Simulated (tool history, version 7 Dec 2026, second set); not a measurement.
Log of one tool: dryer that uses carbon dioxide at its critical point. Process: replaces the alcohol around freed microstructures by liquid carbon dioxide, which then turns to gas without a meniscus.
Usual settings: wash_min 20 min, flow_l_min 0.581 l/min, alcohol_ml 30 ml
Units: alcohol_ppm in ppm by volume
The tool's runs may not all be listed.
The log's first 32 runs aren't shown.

run   hour  wash_min  flow_l_min  alcohol_ml  hours of work since the filter was changed  hours of work since the purifier's bed was changed  alcohol_ppm
 33  204.2        27       0.693          23                                         244                                                 210          109
 34  211.7        20       0.570         116                                         247                                                 213          432
 35  217.2        24       0.936          43                                         249                                                 215          107
 36  226.0        28       0.867          23                                         253                                                 218          115
 37  230.0        31       0.829         105                                         254                                                 220          100
 38  235.5        14       0.581          30                                         256                                                 222          476
 39  243.7        15       0.863         117                                         260                                                 225          255
 40  251.8        15       0.963          71                                         263                                                 228          148
 41  260.9        15       0.963          71                                         266                                                 232          155
 42  267.3        24       0.511         101                                         269                                                 234          320
 43  276.3        27       0.567         101                                         272                                                 238          169
 44  282.5        16       0.371         118                                         275                                                 240         4453
 45  287.6        16       0.464          50                                         277                                                 242         1028
 46  294.0        20       0.581          80                                         279                                                 245          333
 47  302.1        20       0.672          45                                         282                                                 248          174

Forecast each of these 3 alternatives for the next run:
  A  309.6        20       0.429          30                                         285                                                 251            ?
  B  309.6        20       0.858          73                                         285                                                 251            ?
  C  309.6        26       0.661          45                                         285                                                 251            ?

run  alcohol_ppm
  A          470
  B          135
  C          134
Without the tool's hidden state the same runs would have given:
run  alcohol_ppm
  A          249
  B            9
  C           14
